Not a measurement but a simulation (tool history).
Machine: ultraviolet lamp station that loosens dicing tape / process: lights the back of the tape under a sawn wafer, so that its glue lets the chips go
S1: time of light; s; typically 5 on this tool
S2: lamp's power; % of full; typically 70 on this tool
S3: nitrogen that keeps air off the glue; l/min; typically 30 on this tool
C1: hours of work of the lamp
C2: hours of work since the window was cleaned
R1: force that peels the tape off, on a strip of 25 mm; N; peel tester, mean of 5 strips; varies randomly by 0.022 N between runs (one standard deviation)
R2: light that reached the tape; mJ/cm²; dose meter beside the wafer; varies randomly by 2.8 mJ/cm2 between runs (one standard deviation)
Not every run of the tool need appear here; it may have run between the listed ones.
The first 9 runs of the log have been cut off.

run	day	S1	S2	S3	C1	C2	R1	R2
10	9.833	5	70	30	205	300	1.393	336
11	10.629	5	70	30	214	309	1.479	331
12	11.654	5	70	30	226	322	1.467	332
13	12.867	5	70	30	240	336	1.463	329
14	13.938	5	70	30	253	349	1.529	325
15	15.121	5	70	21	267	362	1.814	322
16	16.796	2	70	30	287	382	4.328	129
17	17.712	4	85	30	298	393	1.675	303
18	18.717	4	85	30	309	405	1.638	307
19	19.742	5	70	30	322	417	1.596	317
20	20.717	3	95	46	333	429	1.942	251
21	22.029	3	95	35	349	444	2.122	246
22	23.179	3	95	35	362	458	2.209	246
23	24.104	3	89	34	373	469	2.437	229
24	25.417	3	89	34	389	484	2.461	222
25	26.567	4	64	15	402	498	3.2	211
26	27.562	4	64	15	414	509	3.192	213
27	28.867	4	81	18	429	525	2.402	261
28	29.671	5	70	31	439	534	1.841	285
29	31.088	7	71	16	456	551	1.48	397
30	31.942	5	84	29	466	561	1.447	336
# day 32.95: window cleaned of glue's vapour
31	32.95	5	84	29	477	0	1.23	357

Branching from run 31: 3 alternative next runs. What would each branch give?
A	34.604	5	84	16	497	19	?	?
B	34.604	9	61	30	497	19	?	?
C	34.604	5	77	29	497	19	?	?

run	R1	R2
A	1.681	355
B	0.727	464
C	1.497	325
With the hidden condition removed and each run's random variation left untouched, the same runs would have given:
run	R1	R2
A	1.058	465
B	0.367	609
C	0.906	428
